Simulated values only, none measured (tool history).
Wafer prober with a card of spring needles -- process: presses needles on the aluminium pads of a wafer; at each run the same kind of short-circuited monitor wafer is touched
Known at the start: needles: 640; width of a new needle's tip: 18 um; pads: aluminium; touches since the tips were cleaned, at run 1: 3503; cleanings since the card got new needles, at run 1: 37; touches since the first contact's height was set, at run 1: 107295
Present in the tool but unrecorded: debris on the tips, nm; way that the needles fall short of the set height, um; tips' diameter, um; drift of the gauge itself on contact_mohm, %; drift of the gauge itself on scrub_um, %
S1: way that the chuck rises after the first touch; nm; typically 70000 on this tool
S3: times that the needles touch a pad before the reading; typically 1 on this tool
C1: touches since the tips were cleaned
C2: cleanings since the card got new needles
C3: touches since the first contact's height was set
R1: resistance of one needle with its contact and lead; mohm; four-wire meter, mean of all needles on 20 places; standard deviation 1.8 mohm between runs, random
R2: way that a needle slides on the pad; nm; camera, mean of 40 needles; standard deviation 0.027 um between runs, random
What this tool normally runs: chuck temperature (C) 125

Run 1, hour 0: usual settings; C1 3503; C2 37; C3 107295. Result: R1 631 mohm, R2 9720 nm.
At hour 32.4: tips cleaned on abrasive film.
Run 2, hour 48.2: usual settings but chuck temperature (C) 44; C1 2389; C2 38; C3 114584. Result: R1 592 mohm, R2 9670 nm.
At hour 84.3: tips cleaned on abrasive film.
Run 3, hour 113.1: usual settings but S1 51000 nm; C1 4374; C2 39; C3 124414. Result: R1 1099 mohm, R2 7010 nm.
At hour 140.1: tips cleaned on abrasive film.
Run 4, hour 179.7: usual settings but S1 51000 nm; C1 5993; C2 40; C3 134485. Result: R1 1204 mohm, R2 6940 nm.
At hour 195.6: tips cleaned on abrasive film.
Run 5, hour 241: usual settings but S1 51000 nm; C1 6881; C2 41; C3 143772. Result: R1 1256 mohm, R2 6950 nm.
At hour 250.9: tips cleaned on abrasive film.
At hour 305.8: tips cleaned on abrasive film.
Run 6, hour 310.8: usual settings; C1 761; C2 43; C3 154314. Result: R1 403 mohm, R2 9610 nm.
Run 7, hour 345.9: usual settings; C1 6090; C2 43; C3 159643. Result: R1 751 mohm, R2 9640 nm.
At hour 358.5: tips cleaned on abrasive film.
Run 8, hour 400.9: usual settings; C1 6426; C2 44; C3 167960. Result: R1 767 mohm, R2 9570 nm.
At hour 412.1: tips cleaned on abrasive film.
At hour 464.2: tips cleaned on abrasive film.
Run 9, hour 471.5: usual settings; C1 1118; C2 46; C3 178639. Result: R1 449 mohm, R2 9480 nm.
Run 10, hour 514.2: usual settings but S1 52000 nm; C1 7584; C2 46; C3 185105. Result: R1 1290 mohm, R2 7010 nm.
At hour 521.9: tips cleaned on abrasive film.
Run 11, hour 568.6: usual settings but S1 52000 nm; C1 7075; C2 47; C3 193338. Result: R1 1293 mohm, R2 6970 nm.
At hour 575.8: tips cleaned on abrasive film.
At hour 632.5: tips cleaned on abrasive film.
Run 12, hour 654.3: usual settings but chuck temperature (C) 68; C1 3307; C2 49; C3 206294. Result: R1 728 mohm, R2 9520 nm.
At hour 688.3: tips cleaned on abrasive film.
Run 13, hour 708.1: usual settings but chuck temperature (C) 45; C1 3006; C2 50; C3 214441. Result: R1 684 mohm, R2 9510 nm.
At hour 743.8: tips cleaned on abrasive film.
Run 14, hour 752.5: usual settings but S1 61000 nm, chuck temperature (C) 117; C1 1316; C2 51; C3 221153. Result: R1 552 mohm, R2 8160 nm.
At hour 796.5: tips cleaned on abrasive film.
Run 15, hour 829.4: usual settings but S1 56000 nm, S3 3; C1 4981; C2 52; C3 232787. Result: R1 528 mohm, R2 7490 nm.
At hour 849.7: tips cleaned on abrasive film.
At hour 879.1: height of the first contact set anew.
At hour 903.3: tips cleaned on abrasive film.
Run 16, hour 904: usual settings but chuck temperature (C) 54; C1 107; C2 54; C3 3764. Result: R1 266 mohm, R2 9920 nm.
Run 17, hour 947.6: usual settings but S1 65000 nm, chuck temperature (C) 105, S3 2; C1 6712; C2 54; C3 10369. Result: R1 600 mohm, R2 9200 nm.
At hour 958.1: tips cleaned on abrasive film.
Run 18, hour 1009.1: usual settings but S1 65000 nm, chuck temperature (C) 105, S3 2; C1 7725; C2 55; C3 19685. Result: R1 609 mohm, R2 9120 nm.
At hour 1015.5: tips cleaned on abrasive film.
At hour 1069.6: tips cleaned on abrasive film.
Run 19, hour 1092: usual settings but S1 87000 nm, chuck temperature (C) 80; C1 3397; C2 57; C3 32217. Result: R1 507 mohm, R2 12220 nm.
At hour 1125.5: tips cleaned on abrasive film.
Run 20, hour 1163.9: usual settings but S1 51000 nm; C1 5812; C2 58; C3 43101. Result: R1 1235 mohm, R2 7110 nm.
At hour 1181.4: tips cleaned on abrasive film.
Run 21, hour 1207.7: usual settings but chuck temperature (C) 97; C1 3973; C2 59; C3 49720. Result: R1 703 mohm, R2 9790 nm.
At hour 1236.7: tips cleaned on abrasive film.
Run 22, hour 1275.8: usual settings but chuck temperature (C) 73; C1 5915; C2 60; C3 60029. Result: R1 796 mohm, R2 9760 nm.
At hour 1291.5: tips cleaned on abrasive film.
Run 23, hour 1337.4: usual settings but chuck temperature (C) 64, S3 2; C1 6953; C2 61; C3 69352. Result: R1 579 mohm, R2 9800 nm.
At hour 1343.3: tips cleaned on abrasive film.
At hour 1400.3: tips cleaned on abrasive film.
Run 24, hour 1407.1: usual settings but S1 88000 nm, chuck temperature (C) 71; C1 1018; C2 63; C3 79887. Result: R1 364 mohm, R2 12200 nm.

Hidden state at the last listed run before each entry between runs and at the first one after, where it differs:
Run 1 -> run 2: tips cleaned on abrasive film (hour 32.4)
  debris on the tips, nm: 139.8 -> 118.3; way that the needles fall short of the set height, um: 1.39 -> 1.51; tips' diameter, um: 19.5 -> 19.54
  measured minus no-state result, R1: +437 -> +420 mohm; R2: -200 -> -210 nm
Run 2 -> run 3: tips cleaned on abrasive film (hour 84.3)
  debris on the tips, nm: 118.3 -> 155; way that the needles fall short of the set height, um: 1.51 -> 1.61; tips' diameter, um: 19.54 -> 19.58
  measured minus no-state result, R1: +420 -> +896 mohm; R2: -210 -> -230 nm
Run 3 -> run 4: tips cleaned on abrasive film (hour 140.1)
  debris on the tips, nm: 155 -> 171.8; way that the needles fall short of the set height, um: 1.61 -> 1.73; tips' diameter, um: 19.58 -> 19.62
  measured minus no-state result, R1: +896 -> +1001 mohm; R2: -230 -> -250 nm
Run 4 -> run 5: tips cleaned on abrasive film (hour 195.6)
  debris on the tips, nm: 171.8 -> 177.2; way that the needles fall short of the set height, um: 1.73 -> 1.82; tips' diameter, um: 19.62 -> 19.65
  measured minus no-state result, R1: +1001 -> +1050 mohm; R2: -250 -> -260 nm
Run 5 -> run 6: tips cleaned on abrasive film (hour 250.9); tips cleaned on abrasive film (hour 305.8)
  debris on the tips, nm: 177.2 -> 63.1; way that the needles fall short of the set height, um: 1.82 -> 2.09; tips' diameter, um: 19.65 -> 19.75
  measured minus no-state result, R1: +1050 -> +209 mohm; R2: -260 -> -300 nm
Run 7 -> run 8: tips cleaned on abrasive film (hour 358.5)
  debris on the tips, nm: 176.5 -> 177; way that the needles fall short of the set height, um: 2.09 -> 2.21; tips' diameter, um: 19.75 -> 19.79
  measured minus no-state result, R1: +563 -> +576 mohm; R2: -290 -> -310 nm
Run 8 -> run 9: tips cleaned on abrasive film (hour 412.1); tips cleaned on abrasive film (hour 464.2)
  debris on the tips, nm: 177 -> 77.7; way that the needles fall short of the set height, um: 2.21 -> 2.46; tips' diameter, um: 19.79 -> 19.87
  measured minus no-state result, R1: +576 -> +260 mohm; R2: -310 -> -350 nm
Run 10 -> run 11: tips cleaned on abrasive film (hour 521.9)
  debris on the tips, nm: 182.5 -> 178.3; way that the needles fall short of the set height, um: 2.46 -> 2.57; tips' diameter, um: 19.87 -> 19.91
  measured minus no-state result, R1: +1085 -> +1085 mohm; R2: -340 -> -360 nm
Run 11 -> run 12: tips cleaned on abrasive film (hour 575.8); tips cleaned on abrasive film (hour 632.5)
  debris on the tips, nm: 178.3 -> 147; way that the needles fall short of the set height, um: 2.57 -> 2.77; tips' diameter, um: 19.91 -> 19.99
  measured minus no-state result, R1: +1085 -> +549 mohm; R2: -360 -> -390 nm
Run 12 -> run 13: tips cleaned on abrasive film (hour 688.3)
  debris on the tips, nm: 147 -> 131.5; way that the needles fall short of the set height, um: 2.77 -> 2.91; tips' diameter, um: 19.99 -> 20.03
  measured minus no-state result, R1: +549 -> +510 mohm; R2: -390 -> -410 nm
Run 13 -> run 14: tips cleaned on abrasive film (hour 743.8)
  debris on the tips, nm: 131.5 -> 78; way that the needles fall short of the set height, um: 2.91 -> 3.05; tips' diameter, um: 20.03 -> 20.08
  measured minus no-state result, R1: +510 -> +358 mohm; R2: -410 -> -430 nm
Run 14 -> run 15: tips cleaned on abrasive film (hour 796.5)
  debris on the tips, nm: 78 -> 164.7; way that the needles fall short of the set height, um: 3.05 -> 3.18; tips' diameter, um: 20.08 -> 20.13
  measured minus no-state result, R1: +358 -> +327 mohm; R2: -430 -> -450 nm
Run 15 -> run 16: tips cleaned on abrasive film (hour 849.7); height of the first contact set anew (hour 879.1); tips cleaned on abrasive film (hour 903.3)
  debris on the tips, nm: 164.7 -> 24.1; way that the needles fall short of the set height, um: 3.18 -> 0.1; tips' diameter, um: 20.13 -> 20.21
  measured minus no-state result, R1: +327 -> +90 mohm; R2: -450 -> -20 nm
Run 17 -> run 18: tips cleaned on abrasive film (hour 958.1)
  debris on the tips, nm: 178.7 -> 181.3; way that the needles fall short of the set height, um: 0.1 -> 0.2; tips' diameter, um: 20.21 -> 20.24
  measured minus no-state result, R1: +410 -> +419 mohm; R2: -10 -> -20 nm
Run 18 -> run 19: tips cleaned on abrasive film (hour 1015.5); tips cleaned on abrasive film (hour 1069.6)
  debris on the tips, nm: 181.3 -> 144.8; way that the needles fall short of the set height, um: 0.2 -> 0.45; tips' diameter, um: 20.24 -> 20.33
  measured minus no-state result, R1: +419 -> +334 mohm; R2: -20 -> -60 nm
Run 19 -> run 20: tips cleaned on abrasive film (hour 1125.5)
  debris on the tips, nm: 144.8 -> 172; way that the needles fall short of the set height, um: 0.45 -> 0.54; tips' diameter, um: 20.33 -> 20.36
  measured minus no-state result, R1: +334 -> +1029 mohm; R2: -60 -> -70 nm
Run 20 -> run 21: tips cleaned on abrasive film (hour 1181.4)
  debris on the tips, nm: 172 -> 149.9; way that the needles fall short of the set height, um: 0.54 -> 0.63; tips' diameter, um: 20.36 -> 20.4
  measured minus no-state result, R1: +1029 -> +518 mohm; R2: -70 -> -90 nm
Run 21 -> run 22: tips cleaned on abrasive film (hour 1236.7)
  debris on the tips, nm: 149.9 -> 170.9; way that the needles fall short of the set height, um: 0.63 -> 0.71; tips' diameter, um: 20.4 -> 20.43
  measured minus no-state result, R1: +518 -> +618 mohm; R2: -90 -> -100 nm
Run 22 -> run 23: tips cleaned on abrasive film (hour 1291.5)
  debris on the tips, nm: 170.9 -> 179.8; way that the needles fall short of the set height, um: 0.71 -> 0.85; tips' diameter, um: 20.43 -> 20.47
  measured minus no-state result, R1: +618 -> +401 mohm; R2: -100 -> -120 nm
Run 23 -> run 24: tips cleaned on abrasive film (hour 1343.3); tips cleaned on abrasive film (hour 1400.3)
  debris on the tips, nm: 179.8 -> 79.7; way that the needles fall short of the set height, um: 0.85 -> 1.11; tips' diameter, um: 20.47 -> 20.56
  measured minus no-state result, R1: +401 -> +193 mohm; R2: -120 -> -160 nm
